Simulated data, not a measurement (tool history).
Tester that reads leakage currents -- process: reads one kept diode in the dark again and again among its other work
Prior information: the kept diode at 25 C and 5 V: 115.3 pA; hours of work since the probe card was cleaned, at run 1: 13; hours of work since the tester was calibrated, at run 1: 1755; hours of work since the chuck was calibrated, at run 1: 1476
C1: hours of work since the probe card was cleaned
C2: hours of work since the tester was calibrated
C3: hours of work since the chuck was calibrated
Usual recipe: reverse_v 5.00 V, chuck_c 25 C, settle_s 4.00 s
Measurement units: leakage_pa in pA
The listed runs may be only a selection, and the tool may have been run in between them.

{"run": 1, "hour": 0.0, "reverse_v": 5.0, "chuck_c": 25, "settle_s": 4.0, "C1": 13, "C2": 1755, "C3": 1476, "leakage_pa": 123.7}
{"run": 2, "hour": 62.4, "reverse_v": 5.0, "chuck_c": 25, "settle_s": 4.0, "C1": 39, "C2": 1781, "C3": 1502, "leakage_pa": 123.58}
{"run": 3, "hour": 140.2, "reverse_v": 5.0, "chuck_c": 25, "settle_s": 4.0, "C1": 71, "C2": 1813, "C3": 1534, "leakage_pa": 123.8}
{"run": 4, "hour": 223.9, "reverse_v": 5.0, "chuck_c": 25, "settle_s": 4.0, "C1": 106, "C2": 1848, "C3": 1569, "leakage_pa": 123.81}
{"run": 5, "hour": 339.9, "reverse_v": 5.0, "chuck_c": 25, "settle_s": 4.0, "C1": 154, "C2": 1896, "C3": 1617, "leakage_pa": 124.44}
{"run": 6, "hour": 430.9, "reverse_v": 5.0, "chuck_c": 25, "settle_s": 4.0, "C1": 191, "C2": 1933, "C3": 1654, "leakage_pa": 125.15}
{"run": 7, "hour": 491.2, "reverse_v": 5.0, "chuck_c": 25, "settle_s": 4.0, "C1": 216, "C2": 1958, "C3": 1679, "leakage_pa": 125.08}
{"run": 8, "hour": 557.7, "reverse_v": 5.0, "chuck_c": 25, "settle_s": 4.0, "C1": 244, "C2": 1986, "C3": 1707, "leakage_pa": 125.7}
{"run": 9, "hour": 687.0, "reverse_v": 5.0, "chuck_c": 25, "settle_s": 4.0, "C1": 298, "C2": 2040, "C3": 1760, "leakage_pa": 125.84}
{"run": 10, "hour": 746.0, "reverse_v": 5.0, "chuck_c": 25, "settle_s": 1.23, "C1": 322, "C2": 2064, "C3": 1785, "leakage_pa": 127.39}
{"run": 11, "hour": 855.9, "reverse_v": 5.0, "chuck_c": 25, "settle_s": 1.23, "C1": 368, "C2": 2110, "C3": 1830, "leakage_pa": 126.85}
{"run": 12, "hour": 962.9, "reverse_v": 5.0, "chuck_c": 25, "settle_s": 1.23, "C1": 412, "C2": 2154, "C3": 1875, "leakage_pa": 128.2}
{"run": 13, "hour": 1047.5, "reverse_v": 5.0, "chuck_c": 25, "settle_s": 0.38, "C1": 447, "C2": 2189, "C3": 1910, "leakage_pa": 131.38}
{"run": 14, "hour": 1115.4, "reverse_v": 5.0, "chuck_c": 25, "settle_s": 4.0, "C1": 475, "C2": 2217, "C3": 1938, "leakage_pa": 127.98}
{"hour": 1168.0, "done": "chuck's temperature calibrated"}
{"run": 15, "hour": 1184.8, "reverse_v": 5.0, "chuck_c": 25, "settle_s": 4.0, "C1": 503, "C2": 2245, "C3": 7, "leakage_pa": 117.99}
{"run": 16, "hour": 1281.0, "reverse_v": 5.0, "chuck_c": 25, "settle_s": 4.0, "C1": 543, "C2": 2285, "C3": 47, "leakage_pa": 119.12}
{"run": 17, "hour": 1359.5, "reverse_v": 5.0, "chuck_c": 25, "settle_s": 2.84, "C1": 575, "C2": 2317, "C3": 79, "leakage_pa": 119.93}
{"run": 18, "hour": 1450.4, "reverse_v": 5.0, "chuck_c": 25, "settle_s": 2.84, "C1": 613, "C2": 2355, "C3": 117, "leakage_pa": 120.08}
{"run": 19, "hour": 1569.9, "reverse_v": 5.0, "chuck_c": 25, "settle_s": 2.84, "C1": 662, "C2": 2404, "C3": 166, "leakage_pa": 119.83}
{"run": 20, "hour": 1675.6, "reverse_v": 5.0, "chuck_c": 25, "settle_s": 4.0, "C1": 706, "C2": 2448, "C3": 210, "leakage_pa": 119.93}
{"run": 21, "hour": 1728.6, "reverse_v": 5.0, "chuck_c": 25, "settle_s": 4.0, "C1": 728, "C2": 2470, "C3": 232, "leakage_pa": 120.73}
{"run": 22, "hour": 1829.4, "reverse_v": 3.19, "chuck_c": 21, "settle_s": 9.84, "C1": 770, "C2": 2512, "C3": 274, "leakage_pa": 72.98}
{"run": 23, "hour": 1912.6, "reverse_v": 3.19, "chuck_c": 21, "settle_s": 9.93, "C1": 804, "C2": 2546, "C3": 308, "leakage_pa": 73.77}
{"run": 24, "hour": 1972.7, "reverse_v": 1.51, "chuck_c": 37, "settle_s": 9.66, "C1": 829, "C2": 2571, "C3": 333, "leakage_pa": 169.69}
{"run": 25, "hour": 2071.6, "reverse_v": 5.85, "chuck_c": 27, "settle_s": 1.01, "C1": 870, "C2": 2612, "C3": 374, "leakage_pa": 153.69}
{"run": 26, "hour": 2195.2, "reverse_v": 1.87, "chuck_c": 28, "settle_s": 4.0, "C1": 921, "C2": 2663, "C3": 425, "leakage_pa": 98.47}
{"run": 27, "hour": 2316.2, "reverse_v": 18.93, "chuck_c": 22, "settle_s": 1.24, "C1": 972, "C2": 2714, "C3": 476, "leakage_pa": 187.51}
{"run": 28, "hour": 2377.5, "reverse_v": 1.34, "chuck_c": 28, "settle_s": 0.99, "C1": 997, "C2": 2739, "C3": 501, "leakage_pa": 86.35}
{"run": 29, "hour": 2460.8, "reverse_v": 1.34, "chuck_c": 28, "settle_s": 0.99, "C1": 1031, "C2": 2773, "C3": 535, "leakage_pa": 86.35}
{"run": 30, "hour": 2565.1, "reverse_v": 1.34, "chuck_c": 28, "settle_s": 0.99, "C1": 1075, "C2": 2817, "C3": 579, "leakage_pa": 86.27}
{"run": 31, "hour": 2623.6, "reverse_v": 1.34, "chuck_c": 28, "settle_s": 1.49, "C1": 1099, "C2": 2841, "C3": 603, "leakage_pa": 86.56}
{"run": 32, "hour": 2749.6, "reverse_v": 4.23, "chuck_c": 20, "settle_s": 1.18, "C1": 1151, "C2": 2893, "C3": 655, "leakage_pa": 81.29}
{"run": 33, "hour": 2855.3, "reverse_v": 8.54, "chuck_c": 33, "settle_s": 5.24, "C1": 1195, "C2": 2937, "C3": 699, "leakage_pa": 281.11}
{"run": 34, "hour": 2966.6, "reverse_v": 5.0, "chuck_c": 30, "settle_s": 6.71, "C1": 1241, "C2": 2983, "C3": 745, "leakage_pa": 179.25}
{"run": 35, "hour": 3087.4, "reverse_v": 11.13, "chuck_c": 29, "settle_s": 2.77, "C1": 1291, "C2": 3033, "C3": 795, "leakage_pa": 242.59}
{"run": 36, "hour": 3174.9, "reverse_v": 12.13, "chuck_c": 39, "settle_s": 2.91, "C1": 1327, "C2": 3069, "C3": 831, "leakage_pa": 498.89}
{"run": 37, "hour": 3287.0, "reverse_v": 5.0, "chuck_c": 30, "settle_s": 4.0, "C1": 1374, "C2": 3116, "C3": 878, "leakage_pa": 181.33}
{"run": 38, "hour": 3384.0, "reverse_v": 5.0, "chuck_c": 30, "settle_s": 4.0, "C1": 1414, "C2": 3156, "C3": 918, "leakage_pa": 181.5}
{"run": 39, "hour": 3507.6, "reverse_v": 5.0, "chuck_c": 30, "settle_s": 4.0, "C1": 1465, "C2": 3207, "C3": 969, "leakage_pa": 182.76}

3 ways to go on from here, each from the tool as it stands after run 39. What would each give?
{"run": "A", "hour": 3615.8, "reverse_v": 13.3, "chuck_c": 30, "settle_s": 4.0, "C1": 1510, "C2": 3252, "C3": 1014, "leakage_pa": "?"}
{"run": "B", "hour": 3615.8, "reverse_v": 5.0, "chuck_c": 30, "settle_s": 2.48, "C1": 1510, "C2": 3252, "C3": 1014, "leakage_pa": "?"}
{"run": "C", "hour": 3615.8, "reverse_v": 5.0, "chuck_c": 44, "settle_s": 2.36, "C1": 1510, "C2": 3252, "C3": 1014, "leakage_pa": "?"}

run=A leakage_pa=287.47
run=B leakage_pa=184.48
run=C leakage_pa=477.71
Without the tool's hidden state the same runs would have given:
run=A leakage_pa=256.24
run=B leakage_pa=168.74
run=C leakage_pa=448.82

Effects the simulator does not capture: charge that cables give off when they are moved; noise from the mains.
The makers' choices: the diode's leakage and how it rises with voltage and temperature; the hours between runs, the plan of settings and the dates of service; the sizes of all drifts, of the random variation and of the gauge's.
